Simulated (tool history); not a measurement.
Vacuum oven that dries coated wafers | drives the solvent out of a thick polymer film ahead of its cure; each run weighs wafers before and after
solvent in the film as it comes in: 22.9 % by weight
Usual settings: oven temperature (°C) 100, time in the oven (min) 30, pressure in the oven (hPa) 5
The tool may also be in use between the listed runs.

Run 1, hour 0: usual settings. Result: solvent left in the film (%) 2.59.
Run 2, hour 118.1: usual settings. Result: solvent left in the film (%) 2.77.
Run 3, hour 173.1: usual settings. Result: solvent left in the film (%) 2.82.
Run 4, hour 283.8: usual settings. Result: solvent left in the film (%) 2.75.
Run 5, hour 366.4: usual settings. Result: solvent left in the film (%) 2.87.
Run 6, hour 492.1: usual settings but pressure in the oven (hPa) 2.59. Result: solvent left in the film (%) 2.69.
Run 7, hour 573.5: usual settings. Result: solvent left in the film (%) 2.92.
Run 8, hour 647.8: usual settings but time in the oven (min) 33. Result: solvent left in the film (%) 2.56.
Run 9, hour 717.7: usual settings. Result: solvent left in the film (%) 2.82.
Run 10, hour 841.1: usual settings. Result: solvent left in the film (%) 2.97.
Run 11, hour 924.5: usual settings. Result: solvent left in the film (%) 3.
Run 12, hour 1008: usual settings but oven temperature (°C) 113. Result: solvent left in the film (%) 0.78.
Run 13, hour 1085.2: usual settings but oven temperature (°C) 113. Result: solvent left in the film (%) 0.82.
At hour 1094.5: vacuum gauge cleaned of residue and calibrated.
Run 14, hour 1165.8: usual settings. Result: solvent left in the film (%) 3.26.
Run 15, hour 1239.2: usual settings but pressure in the oven (hPa) 2.59. Result: solvent left in the film (%) 3.16.
At hour 1293.1: vacuum gauge cleaned of residue and calibrated, once more.
Run 16, hour 1304.6: usual settings. Result: solvent left in the film (%) 2.41.
At hour 1353: oven's thermocouples calibrated.
Run 17, hour 1428.3: usual settings. Result: solvent left in the film (%) 2.04.
Run 18, hour 1506.5: usual settings. Result: solvent left in the film (%) 2.12.
Run 19, hour 1583.7: usual settings. Result: solvent left in the film (%) 2.08.
Run 20, hour 1661.7: usual settings but oven temperature (°C) 102, time in the oven (min) 23, pressure in the oven (hPa) 3.1. Result: solvent left in the film (%) 2.58.
Run 21, hour 1771.7: usual settings but time in the oven (min) 17. Result: solvent left in the film (%) 5.31.
Run 22, hour 1853.5: usual settings but time in the oven (min) 17. Result: solvent left in the film (%) 5.23.
Run 23, hour 1934.5: usual settings but time in the oven (min) 17, pressure in the oven (hPa) 14.14. Result: solvent left in the film (%) 5.69.
Run 24, hour 1998.8: usual settings but time in the oven (min) 17, pressure in the oven (hPa) 14.14. Result: solvent left in the film (%) 5.75.
Run 25, hour 2120.3: usual settings but oven temperature (°C) 88, time in the oven (min) 47, pressure in the oven (hPa) 4.31. Result: solvent left in the film (%) 4.08.
Run 26, hour 2234.4: usual settings but oven temperature (°C) 97, pressure in the oven (hPa) 9.11. Result: solvent left in the film (%) 3.54.
Run 27, hour 2310.1: usual settings but oven temperature (°C) 97, time in the oven (min) 26, pressure in the oven (hPa) 9.11. Result: solvent left in the film (%) 4.34.
Run 28, hour 2433.4: usual settings but oven temperature (°C) 97, time in the oven (min) 26, pressure in the oven (hPa) 9.11. Result: solvent left in the film (%) 4.33.
Run 29, hour 2530.8: usual settings but oven temperature (°C) 90, pressure in the oven (hPa) 2.84. Result: solvent left in the film (%) 6.
Run 30, hour 2590.6: usual settings but oven temperature (°C) 108, time in the oven (min) 20, pressure in the oven (hPa) 5.19. Result: solvent left in the film (%) 1.93.
Run 31, hour 2700.4: usual settings but oven temperature (°C) 114, time in the oven (min) 22, pressure in the oven (hPa) 10.1. Result: solvent left in the film (%) 0.91.
Run 32, hour 2796: usual settings but oven temperature (°C) 112, time in the oven (min) 17, pressure in the oven (hPa) 9.94. Result: solvent left in the film (%) 1.74.
Run 33, hour 2863.9: usual settings but oven temperature (°C) 109, time in the oven (min) 24, pressure in the oven (hPa) 11.22. Result: solvent left in the film (%) 1.55.
Run 34, hour 2984.1: usual settings but oven temperature (°C) 92, time in the oven (min) 43, pressure in the oven (hPa) 3.49. Result: solvent left in the film (%) 3.19.
Run 35, hour 3092.5: usual settings but oven temperature (°C) 92, time in the oven (min) 43, pressure in the oven (hPa) 5.97. Result: solvent left in the film (%) 3.45.

Measured less the same run without the tool's hidden state. The same run-to-run variation is in both; the gauge's scatter may not be:
The hidden state here: true wafer temperature over the reading, C; true pressure over the reading, kPa; drift of the gauge itself on solvent_pct, %.
run  solvent left in the film (%)
  1                         +0.67
  2                         +0.71
  3                         +0.71
  4                         +0.74
  5                         +0.78
  6                         +0.81
  7                         +0.84
  8                         +0.84
  9                         +0.85
 10                          +0.9
 11                         +0.93
 12                         +0.52
 13                         +0.52
 14                         +1.17
 15                         +1.21
 16                         +0.32
 17                            +0
 18                         +0.02
 19                         +0.04
 20                         +0.07
 21                          +0.1
 22                         +0.13
 23                         +0.16
 24                         +0.18
 25                         +0.27
 26                         +0.26
 27                          +0.3
 28                         +0.33
 29                         +0.43
 30                         +0.26
 31                         +0.17
 32                         +0.27
 33                         +0.26
 34                         +0.54
 35                         +0.58

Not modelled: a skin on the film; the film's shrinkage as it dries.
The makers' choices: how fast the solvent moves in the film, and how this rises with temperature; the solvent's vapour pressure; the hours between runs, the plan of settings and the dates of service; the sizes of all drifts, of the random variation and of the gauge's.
